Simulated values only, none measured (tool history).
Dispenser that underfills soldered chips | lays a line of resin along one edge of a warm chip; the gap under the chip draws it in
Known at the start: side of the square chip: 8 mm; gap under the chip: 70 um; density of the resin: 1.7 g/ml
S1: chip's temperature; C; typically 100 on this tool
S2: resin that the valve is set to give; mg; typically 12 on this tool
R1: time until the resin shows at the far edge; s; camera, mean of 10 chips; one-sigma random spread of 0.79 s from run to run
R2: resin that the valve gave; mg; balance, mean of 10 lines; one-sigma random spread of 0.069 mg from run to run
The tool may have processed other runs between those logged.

run  hour   S1  S2     R1     R2
  1   0.0  100  12   77.0  10.78
  2   2.7  100  12   90.8  10.77
  3   7.5  100  12  121.9  10.65
     10.5  -- new syringe of resin
  4  12.9  114  12   49.2  10.72
  5  17.6  114  12   66.4  10.62
     21.3  -- new syringe of resin
  6  22.4  114  12   47.2  10.56
     25.6  -- dispensing valve cleaned and set on the balance
  7  28.0  100  12  105.4  11.89
  8  32.1  100  12  132.9  11.90
     33.3  -- new syringe of resin
  9  37.6  100  12   96.1  11.84
 10  41.7  100  12  122.2  11.77
     44.1  -- new syringe of resin
 11  46.2  100  12   84.8  11.80
 12  50.8   87  12  192.8  11.80
     54.9  -- new syringe of resin
 13  56.1   87  12  142.5  11.79
 14  59.0   87  12  168.4  11.81
 15  64.3  114  12   75.2  11.79
     65.8  -- new syringe of resin
 16  68.0  114  12   47.5  11.73
 17  73.6  100  12  117.1  11.78
 18  75.8  100  12  135.4  11.80
     76.6  -- new syringe of resin
 19  80.3  100  12   93.8  11.58

Expected results for the next run?
 20  83.6  100  12   ?   ?

Run 20 gave R1 115.9 s, R2 11.57 mg.
Were there no unlogged condition in the tool, this run, its random variation unchanged, would have produced R1 73.6 s, R2 11.99 mg.
